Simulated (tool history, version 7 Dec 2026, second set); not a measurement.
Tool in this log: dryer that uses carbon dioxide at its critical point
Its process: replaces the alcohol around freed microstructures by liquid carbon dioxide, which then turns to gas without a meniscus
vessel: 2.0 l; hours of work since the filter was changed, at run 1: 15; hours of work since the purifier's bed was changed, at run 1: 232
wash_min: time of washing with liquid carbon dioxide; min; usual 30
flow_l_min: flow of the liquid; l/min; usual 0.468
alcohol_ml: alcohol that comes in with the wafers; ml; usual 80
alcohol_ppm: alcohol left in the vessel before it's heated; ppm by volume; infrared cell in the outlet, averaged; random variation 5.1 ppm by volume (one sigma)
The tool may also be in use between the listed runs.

run,hour,wash_min,flow_l_min,alcohol_ml,hours of work since the filter was changed,hours of work since the purifier's bed was changed,alcohol_ppm
1,0,30,0.468,80,15,232,153
2,19.4,30,0.468,80,21,238,154
3,28.6,30,0.356,80,24,241,414
4,48.4,30,0.356,80,31,248,430
5,61.7,30,0.468,80,35,252,159
6,77.2,30,0.468,80,40,257,165
7,91.5,30,0.468,80,45,262,161
8,100.4,42,0.426,118,48,264,96
9,120.9,30,0.298,95,54,271,1004
10,133.1,31,0.344,46,58,275,301
11,144.2,22,0.343,74,62,279,1429
12,160.5,33,0.584,20,67,284,88
13,170.3,33,0.584,20,70,287,92

Predict the results of run 14:
14,179.4,33,0.584,20,73,290,?

alcohol_ppm: 102 ppm by volume
On a tool with no hidden condition, and with the same random variation, this run would have come out at alcohol_ppm 17 ppm by volume.
